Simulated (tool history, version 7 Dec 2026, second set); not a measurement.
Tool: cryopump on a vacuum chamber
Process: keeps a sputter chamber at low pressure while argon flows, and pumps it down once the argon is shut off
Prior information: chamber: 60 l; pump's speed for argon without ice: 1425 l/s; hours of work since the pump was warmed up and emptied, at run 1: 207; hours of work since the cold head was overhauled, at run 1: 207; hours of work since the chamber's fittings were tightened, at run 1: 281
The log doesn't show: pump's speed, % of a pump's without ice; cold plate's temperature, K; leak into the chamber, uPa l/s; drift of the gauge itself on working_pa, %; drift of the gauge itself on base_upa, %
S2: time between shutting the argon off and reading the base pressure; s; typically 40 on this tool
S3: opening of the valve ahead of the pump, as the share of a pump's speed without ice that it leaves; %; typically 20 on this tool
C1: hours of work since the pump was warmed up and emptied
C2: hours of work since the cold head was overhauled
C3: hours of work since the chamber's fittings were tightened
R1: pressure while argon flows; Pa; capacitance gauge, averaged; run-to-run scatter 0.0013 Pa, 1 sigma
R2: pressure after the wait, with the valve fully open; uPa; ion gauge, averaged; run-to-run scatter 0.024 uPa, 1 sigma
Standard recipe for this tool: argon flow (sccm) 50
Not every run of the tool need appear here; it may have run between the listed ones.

run 1 day=0.000 | argon_flow_(sccm)=50 S2=40 S3=20 | C1=207 C2=207 C3=281 | R1=0.3089 R2=1.22
run 2 day=0.854 | argon_flow_(sccm)=50 S2=40 S3=20 | C1=222 C2=222 C3=296 | R1=0.3062 R2=1.19
run 3 day=1.733 | argon_flow_(sccm)=50 S2=40 S3=30 | C1=238 C2=238 C3=313 | R1=0.2137 R2=1.28
run 4 day=2.592 | argon_flow_(sccm)=50 S2=40 S3=30 | C1=254 C2=254 C3=328 | R1=0.2114 R2=1.26
run 5 day=3.492 | argon_flow_(sccm)=50 S2=40 S3=30 | C1=271 C2=271 C3=345 | R1=0.2127 R2=1.32
run 6 day=4.946 | argon_flow_(sccm)=50 S2=40 S3=30 | C1=297 C2=297 C3=371 | R1=0.2163 R2=1.34
run 7 day=6.392 | argon_flow_(sccm)=50 S2=185 S3=20 | C1=324 C2=324 C3=398 | R1=0.3154 R2=0.91
run 8 day=7.688 | argon_flow_(sccm)=50 S2=40 S3=20 | C1=347 C2=347 C3=421 | R1=0.3178 R2=1.38
run 9 day=8.696 | argon_flow_(sccm)=50 S2=40 S3=20 | C1=366 C2=366 C3=440 | R1=0.3187 R2=1.49
run 10 day=9.342 | argon_flow_(sccm)=50 S2=40 S3=34 | C1=377 C2=377 C3=452 | R1=0.1967 R2=1.49
run 11 day=9.996 | argon_flow_(sccm)=50 S2=40 S3=34 | C1=389 C2=389 C3=464 | R1=0.1994 R2=1.56
run 12 day=11.275 | argon_flow_(sccm)=50 S2=40 S3=34 | C1=413 C2=413 C3=487 | R1=0.2007 R2=1.57
-- day=12.167 pump warmed up, emptied and cooled again
run 13 day=12.650 | argon_flow_(sccm)=50 S2=40 S3=34 | C1=9 C2=434 C3=508 | R1=0.1755 R2=1.33
run 14 day=13.579 | argon_flow_(sccm)=50 S2=54 S3=38 | C1=26 C2=451 C3=525 | R1=0.1564 R2=1.18
run 15 day=14.258 | argon_flow_(sccm)=50 S2=54 S3=38 | C1=38 C2=464 C3=538 | R1=0.1580 R2=1.24
run 16 day=15.588 | argon_flow_(sccm)=50 S2=54 S3=38 | C1=63 C2=488 C3=562 | R1=0.1602 R2=1.18
run 17 day=17.075 | argon_flow_(sccm)=36 S2=30 S3=42 | C1=90 C2=515 C3=589 | R1=0.1035 R2=1.58
run 18 day=18.292 | argon_flow_(sccm)=100 S2=25 S3=38 | C1=112 C2=537 C3=612 | R1=0.3222 R2=1.83

Run 19 has not been measured yet. What should we expect?
run 19 day=19.475 | argon_flow_(sccm)=44 S2=220 S3=39 | C1=134 C2=559 C3=633 | R1=? R2=?

{"run 19": {"R1": 0.1381, "R2": 0.96}}
With the hidden condition absent and the run-to-run variation left alone, this run would have shown R1 0.1326 Pa, R2 0.31 uPa.

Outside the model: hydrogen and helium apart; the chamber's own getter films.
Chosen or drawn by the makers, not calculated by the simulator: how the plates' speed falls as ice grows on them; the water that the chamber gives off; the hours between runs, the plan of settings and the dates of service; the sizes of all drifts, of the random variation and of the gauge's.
